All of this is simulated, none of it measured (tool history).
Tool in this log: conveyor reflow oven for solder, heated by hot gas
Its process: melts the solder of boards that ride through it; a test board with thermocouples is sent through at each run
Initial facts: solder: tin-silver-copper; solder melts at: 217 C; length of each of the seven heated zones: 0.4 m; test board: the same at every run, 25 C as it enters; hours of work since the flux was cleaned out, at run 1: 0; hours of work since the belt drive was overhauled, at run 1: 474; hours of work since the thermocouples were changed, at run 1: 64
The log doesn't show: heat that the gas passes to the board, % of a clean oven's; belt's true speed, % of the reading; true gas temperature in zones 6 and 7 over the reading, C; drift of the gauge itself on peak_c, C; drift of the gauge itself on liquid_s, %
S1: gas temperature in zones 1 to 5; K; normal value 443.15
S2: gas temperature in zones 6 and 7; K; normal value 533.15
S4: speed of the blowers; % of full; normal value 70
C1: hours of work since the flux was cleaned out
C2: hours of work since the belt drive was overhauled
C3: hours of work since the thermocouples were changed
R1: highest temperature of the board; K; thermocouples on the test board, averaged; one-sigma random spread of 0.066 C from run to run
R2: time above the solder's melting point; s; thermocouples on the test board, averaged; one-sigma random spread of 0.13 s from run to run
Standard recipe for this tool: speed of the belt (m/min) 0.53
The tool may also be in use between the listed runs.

Run 1, hour 0: usual settings; C1 0; C2 474; C3 64. Result: R1 521.6 K, R2 65.1 s.
Run 2, hour 23.8: usual settings; C1 17; C2 492; C3 82. Result: R1 521.62 K, R2 65.2 s.
Run 3, hour 40.7: usual settings but speed of the belt (m/min) 0.548; C1 30; C2 504; C3 94. Result: R1 520.65 K, R2 61.6 s.
Run 4, hour 59.6: usual settings but speed of the belt (m/min) 0.548; C1 44; C2 518; C3 108. Result: R1 520.6 K, R2 61.7 s.
Run 5, hour 82.5: usual settings but S2 522.15 K; C1 60; C2 535; C3 125. Result: R1 511.58 K, R2 54.5 s.
Run 6, hour 101: usual settings; C1 74; C2 548; C3 138. Result: R1 521.3 K, R2 64.9 s.
Run 7, hour 115.4: usual settings; C1 85; C2 559; C3 149. Result: R1 521.27 K, R2 65 s.
Run 8, hour 136.7: usual settings but S2 534.15 K; C1 100; C2 574; C3 165. Result: R1 522.12 K, R2 65.5 s.
Run 9, hour 156.1: usual settings but S2 534.15 K; C1 114; C2 589; C3 179. Result: R1 522.05 K, R2 65.6 s.
Run 10, hour 178.4: usual settings but S2 534.15 K; C1 131; C2 605; C3 195. Result: R1 522.09 K, R2 65.6 s.
Run 11, hour 200.8: usual settings but S2 534.15 K; C1 147; C2 621; C3 212. Result: R1 521.87 K, R2 65.6 s.
Run 12, hour 220.7: usual settings but S2 534.15 K; C1 162; C2 636; C3 226. Result: R1 521.95 K, R2 65.5 s.
Run 13, hour 243.3: usual settings but S2 534.15 K; C1 178; C2 653; C3 243. Result: R1 521.82 K, R2 65.2 s.
At hour 262.5: flux residue cleaned out of gas plates and filters.
Run 14, hour 271.6: usual settings but S2 534.15 K; C1 7; C2 670; C3 260. Result: R1 522.25 K, R2 66.1 s.
Run 15, hour 290.1: usual settings but S2 534.15 K; C1 20; C2 683; C3 273. Result: R1 522.36 K, R2 66 s.
Run 16, hour 308: usual settings but S1 440.15 K, S2 539.15 K, speed of the belt (m/min) 0.48, S4 90 % of full; C1 33; C2 696; C3 286. Result: R1 530.76 K, R2 81.1 s.
Run 17, hour 332.3: usual settings but S1 457.15 K, S4 64 % of full; C1 51; C2 714; C3 304. Result: R1 522.37 K, R2 72.3 s.
Run 18, hour 347.1: usual settings but S1 433.15 K, S4 60 % of full; C1 62; C2 725; C3 315. Result: R1 518.19 K, R2 57.7 s.
Run 19, hour 367.7: usual settings but speed of the belt (m/min) 0.589, S4 57 % of full; C1 77; C2 740; C3 330. Result: R1 516.06 K, R2 51.6 s.
Run 20, hour 384.2: usual settings but S2 531.15 K, speed of the belt (m/min) 0.589, S4 51 % of full; C1 89; C2 752; C3 342. Result: R1 513.13 K, R2 48.3 s.
Run 21, hour 399.3: usual settings but S1 431.15 K, S2 531.15 K, speed of the belt (m/min) 0.589, S4 53 % of full; C1 100; C2 763; C3 353. Result: R1 511.16 K, R2 41.6 s.
Run 22, hour 422.3: usual settings but S1 440.15 K, S2 548.15 K, speed of the belt (m/min) 0.578, S4 61 % of full; C1 117; C2 780; C3 370. Result: R1 529.89 K, R2 64 s.
Run 23, hour 442.4: usual settings but S1 438.15 K, speed of the belt (m/min) 0.557, S4 50 % of full; C1 132; C2 795; C3 385. Result: R1 515.34 K, R2 52.3 s.
Run 24, hour 454.7: usual settings but S1 444.15 K; C1 141; C2 804; C3 394. Result: R1 521.13 K, R2 65.4 s.
Run 25, hour 471.1: usual settings but S1 457.15 K, S2 542.15 K, speed of the belt (m/min) 0.52, S4 63 % of full; C1 153; C2 816; C3 406. Result: R1 530.51 K, R2 79.9 s.
Run 26, hour 482.8: usual settings but S1 457.15 K, S2 542.15 K, speed of the belt (m/min) 0.52, S4 63 % of full; C1 161; C2 824; C3 414. Result: R1 530.41 K, R2 79.9 s.
Run 27, hour 502: usual settings but S1 435.15 K, S2 523.15 K, speed of the belt (m/min) 0.474, S4 63 % of full; C1 175; C2 838; C3 429. Result: R1 512.42 K, R2 60.6 s.
Run 28, hour 515.1: usual settings but S1 441.15 K, S2 538.15 K, speed of the belt (m/min) 0.522, S4 61 % of full; C1 185; C2 848; C3 438. Result: R1 524.11 K, R2 67.4 s.
At hour 525.4: flux residue cleaned out of gas plates and filters.
Run 29, hour 542.9: usual settings but S1 441.15 K, S2 538.15 K, speed of the belt (m/min) 0.522, S4 61 % of full; C1 13; C2 865; C3 455. Result: R1 524.6 K, R2 68.3 s.
Run 30, hour 563.7: usual settings but S1 433.15 K, S2 530.15 K, speed of the belt (m/min) 0.446, S4 61 % of full; C1 28; C2 880; C3 470. Result: R1 520.13 K, R2 74.2 s.

Had the tool no unlogged condition, and each run kept its random variation, what would the results have been?
run      R1    R2
  1  521.63  64.5
  2  521.71  64.7
  3  520.78  61.2
  4  520.79  61.3
  5  511.83  54.3
  6  521.61  64.5
  7  521.61  64.7
  8  522.53  65.2
  9  522.51  65.4
 10  522.61  65.4
 11  522.45  65.4
 12  522.58  65.4
 13  522.51  65.1
 14  522.48  65.3
 15  522.64  65.3
 16  531.15  80.3
 17  522.75  71.5
 18  518.57  57.2
 19  516.46  51.2
 20  513.54    48
 21  511.62  41.5
 22  530.47  63.4
 23  515.91  52.1
 24  521.86  65.1
 25  531.23  79.1
 26  531.16  79.1
 27  513.24  60.7
 28  524.96  67.1
 29  524.93  67.3
 30  520.61  73.2
